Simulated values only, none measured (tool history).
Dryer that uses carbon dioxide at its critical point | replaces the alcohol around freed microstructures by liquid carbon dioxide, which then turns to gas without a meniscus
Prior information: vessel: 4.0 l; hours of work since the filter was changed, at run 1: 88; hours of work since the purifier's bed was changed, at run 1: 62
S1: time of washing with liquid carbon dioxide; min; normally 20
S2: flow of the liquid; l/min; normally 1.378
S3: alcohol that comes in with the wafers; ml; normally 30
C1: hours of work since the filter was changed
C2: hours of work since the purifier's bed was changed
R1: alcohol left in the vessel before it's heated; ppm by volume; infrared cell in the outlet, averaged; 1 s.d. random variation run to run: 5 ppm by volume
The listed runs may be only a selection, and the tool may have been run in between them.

run,hour,S1,S2,S3,C1,C2,R1
1,0,20,1.378,30,88,62,62
2,13.6,20,1.378,30,95,68,67
3,24.5,22,1.378,30,100,73,63
4,34,20,1.378,30,104,77,73
5,46.4,20,1.378,30,110,83,77
6,58.4,20,1.378,30,115,89,78
7,67.5,20,1.378,30,120,93,73
8,77.3,20,1.378,30,124,97,80
9,86.2,20,1.378,30,128,101,89
10,101.3,20,1.378,46,135,108,110
11,117.3,20,1.378,46,143,116,108
12,130,25,1.378,30,149,122,61
13,145.6,25,1.378,30,156,129,68
14,162.1,20,1.378,30,163,137,86
15,169.5,20,1.42,30,167,140,86
16,182.1,20,1.42,30,173,146,93
17,199.3,28,1.8,33,181,154,52
18,214.4,18,1.1,30,188,161,261
19,226.7,18,1.05,47,193,167,440
20,240,24,1.91,106,200,173,71
21,256.6,14,1.14,44,207,180,663
22,268.4,14,1.14,44,213,186,661
23,286.7,14,1.14,44,221,194,665
24,298,14,1.14,44,226,200,698
25,311.7,19,1.33,82,233,206,275
26,323.7,19,1.33,82,238,211,272
27,331.2,19,1.33,82,242,215,290
28,344.2,13,1.17,30,248,221,545

3 options for the next run, each taken on its own from the tool as it stands now. Forecast them:
A,354.1,13,1.03,25,252,226,?
B,354.1,15,1.73,24,252,226,?
C,354.1,32,1.17,29,252,226,?

run,R1
A,660
B,131
C,98
Stripped of hidden state, with their random variation kept, the same runs would have yielded:
run,R1
A,531
B,44
C,22
